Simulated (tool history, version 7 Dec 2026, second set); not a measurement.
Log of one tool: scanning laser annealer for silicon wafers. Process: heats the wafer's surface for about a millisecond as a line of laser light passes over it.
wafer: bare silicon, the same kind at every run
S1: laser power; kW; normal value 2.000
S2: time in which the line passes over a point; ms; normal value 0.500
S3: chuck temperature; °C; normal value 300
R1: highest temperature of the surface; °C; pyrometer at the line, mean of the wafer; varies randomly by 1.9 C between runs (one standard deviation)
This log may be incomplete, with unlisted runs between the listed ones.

| run | hour | S1 | S2 | S3 | R1 |
|---|---|---|---|---|---|
| 1 | 0.0 | 2.000 | 0.500 | 300 | 1085 |
| 2 | 68.4 | 2.000 | 0.500 | 300 | 1081 |
| 3 | 125.6 | 2.000 | 0.500 | 300 | 1076 |
| 4 | 166.8 | 2.000 | 0.572 | 300 | 1137 |
| 5 | 202.7 | 2.000 | 0.500 | 267 | 1042 |
| 6 | 245.8 | 2.000 | 0.500 | 267 | 1037 |
| 7 | 311.5 | 2.000 | 0.500 | 267 | 1032 |
| 8 | 373.4 | 2.000 | 0.500 | 300 | 1063 |
| 9 | 429.6 | 2.000 | 0.500 | 300 | 1059 |

Forecast run 10:
| 10 | 467.3 | 2.000 | 0.360 | 300 | ? |

R1: 932 °C
On a tool with no hidden condition, and with the same random variation, this run would have come out at R1 982 °C.
